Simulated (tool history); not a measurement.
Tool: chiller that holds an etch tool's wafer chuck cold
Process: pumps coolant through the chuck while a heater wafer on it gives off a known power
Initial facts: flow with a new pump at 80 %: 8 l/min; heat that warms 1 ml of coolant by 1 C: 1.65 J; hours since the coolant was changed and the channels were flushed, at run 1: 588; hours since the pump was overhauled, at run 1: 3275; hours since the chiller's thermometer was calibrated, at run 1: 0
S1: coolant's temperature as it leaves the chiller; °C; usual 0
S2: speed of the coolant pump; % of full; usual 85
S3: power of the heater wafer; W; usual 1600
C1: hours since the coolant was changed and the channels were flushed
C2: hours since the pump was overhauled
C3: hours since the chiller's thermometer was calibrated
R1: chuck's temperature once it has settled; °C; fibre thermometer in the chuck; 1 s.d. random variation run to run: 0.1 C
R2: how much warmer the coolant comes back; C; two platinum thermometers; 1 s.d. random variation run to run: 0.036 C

run 1 hour=0 | S1=0 S2=85 S3=1600 | C1=588 C2=3275 C3=0 | R1=17.5 R2=6.81
run 2 hour=157.7 | S1=0 S2=85 S3=804 | C1=745 C2=3432 C3=158 | R1=8.8 R2=3.39
run 3 hour=275.3 | S1=0 S2=85 S3=804 | C1=863 C2=3550 C3=275 | R1=8.7 R2=3.4
run 4 hour=418.1 | S1=0 S2=85 S3=804 | C1=1006 C2=3693 C3=418 | R1=8.8 R2=3.34
run 5 hour=575.7 | S1=0 S2=85 S3=804 | C1=1164 C2=3850 C3=576 | R1=8.7 R2=3.39
run 6 hour=718.4 | S1=0 S2=62 S3=804 | C1=1306 C2=3993 C3=718 | R1=11.5 R2=4.73
run 7 hour=824.1 | S1=0 S2=62 S3=804 | C1=1412 C2=4099 C3=824 | R1=11.7 R2=4.71
run 8 hour=969.1 | S1=0 S2=62 S3=804 | C1=1557 C2=4244 C3=969 | R1=11.6 R2=4.74
run 9 hour=1076.8 | S1=0 S2=62 S3=804 | C1=1665 C2=4351 C3=1077 | R1=11.6 R2=4.73
run 10 hour=1180.4 | S1=0 S2=85 S3=1600 | C1=1768 C2=4455 C3=1180 | R1=17.2 R2=6.74
run 11 hour=1268.8 | S1=0 S2=85 S3=1600 | C1=1857 C2=4543 C3=1269 | R1=17.3 R2=6.68
run 12 hour=1421.4 | S1=-4 S2=85 S3=1600 | C1=2009 C2=4696 C3=1421 | R1=13.4 R2=6.77
run 13 hour=1549.1 | S1=-4 S2=85 S3=1600 | C1=2137 C2=4824 C3=1549 | R1=13.3 R2=6.64
run 14 hour=1637.7 | S1=-4 S2=85 S3=1600 | C1=2225 C2=4912 C3=1638 | R1=13.3 R2=6.65
run 15 hour=1703.5 | S1=0 S2=85 S3=1600 | C1=2291 C2=4978 C3=1704 | R1=17.3 R2=6.71
run 16 hour=1776.8 | S1=0 S2=85 S3=1600 | C1=2365 C2=5051 C3=1777 | R1=17.3 R2=6.74
run 17 hour=1888.4 | S1=0 S2=85 S3=1050 | C1=2476 C2=5163 C3=1888 | R1=11.5 R2=4.4
run 18 hour=2038.2 | S1=7 S2=74 S3=816 | C1=2626 C2=5313 C3=2038 | R1=17 R2=3.93
run 19 hour=2185.9 | S1=0 S2=83 S3=816 | C1=2774 C2=5461 C3=2186 | R1=9.1 R2=3.4
run 20 hour=2274.7 | S1=0 S2=83 S3=816 | C1=2863 C2=5549 C3=2275 | R1=9.1 R2=3.37
run 21 hour=2365.2 | S1=0 S2=63 S3=801 | C1=2953 C2=5640 C3=2365 | R1=11.6 R2=4.64
run 22 hour=2440.3 | S1=10 S2=85 S3=1600 | C1=3028 C2=5715 C3=2440 | R1=27.4 R2=6.61
run 23 hour=2516 | S1=-5 S2=85 S3=816 | C1=3104 C2=5791 C3=2516 | R1=3.8 R2=3.32
run 24 hour=2672.6 | S1=-6 S2=65 S3=1347 | C1=3260 C2=5947 C3=2673 | R1=12.6 R2=7.44
run 25 hour=2787 | S1=-6 S2=85 S3=1600 | C1=3375 C2=6062 C3=2787 | R1=11.4 R2=6.57
run 26 hour=2893.5 | S1=-7 S2=64 S3=1665 | C1=3481 C2=6168 C3=2894 | R1=16.4 R2=9.43
run 27 hour=2988.3 | S1=-7 S2=64 S3=1417 | C1=3576 C2=6263 C3=2988 | R1=12.8 R2=7.98
run 28 hour=3073.1 | S1=-7 S2=64 S3=1417 | C1=3661 C2=6348 C3=3073 | R1=12.9 R2=7.98
-- hour=3139.4 chiller's thermometer calibrated
-- hour=3158 coolant pump overhauled
run 29 hour=3227.1 | S1=-7 S2=64 S3=1417 | C1=3809 C2=69 C3=83 | R1=12.7 R2=8.09
run 30 hour=3334.8 | S1=0 S2=80 S3=1330 | C1=3917 C2=177 C3=190 | R1=15.4 R2=5.82
run 31 hour=3408.9 | S1=0 S2=80 S3=1330 | C1=3991 C2=251 C3=264 | R1=15.3 R2=5.86
run 32 hour=3552.5 | S1=-2 S2=80 S3=1330 | C1=4134 C2=395 C3=408 | R1=13.2 R2=5.84

Forecast each of these 4 alternatives for the next run:
run A hour=3702.1 | S1=-5 S2=67 S3=1239 | C1=4284 C2=544 C3=558 | R1=? R2=?
run B hour=3702.1 | S1=6 S2=72 S3=986 | C1=4284 C2=544 C3=558 | R1=? R2=?
run C hour=3702.1 | S1=-6 S2=85 S3=1600 | C1=4284 C2=544 C3=558 | R1=? R2=?
run D hour=3702.1 | S1=-4 S2=85 S3=1637 | C1=4284 C2=544 C3=558 | R1=? R2=?

run=A R1=11.7 R2=6.62
run=B R1=18.4 R2=4.82
run=C R1=11.2 R2=6.55
run=D R1=13.7 R2=6.75
Without the tool's hidden state the same runs would have given:
run=A R1=11.7 R2=6.86
run=B R1=18.4 R2=5.05
run=C R1=11.2 R2=6.78
run=D R1=13.7 R2=6.99

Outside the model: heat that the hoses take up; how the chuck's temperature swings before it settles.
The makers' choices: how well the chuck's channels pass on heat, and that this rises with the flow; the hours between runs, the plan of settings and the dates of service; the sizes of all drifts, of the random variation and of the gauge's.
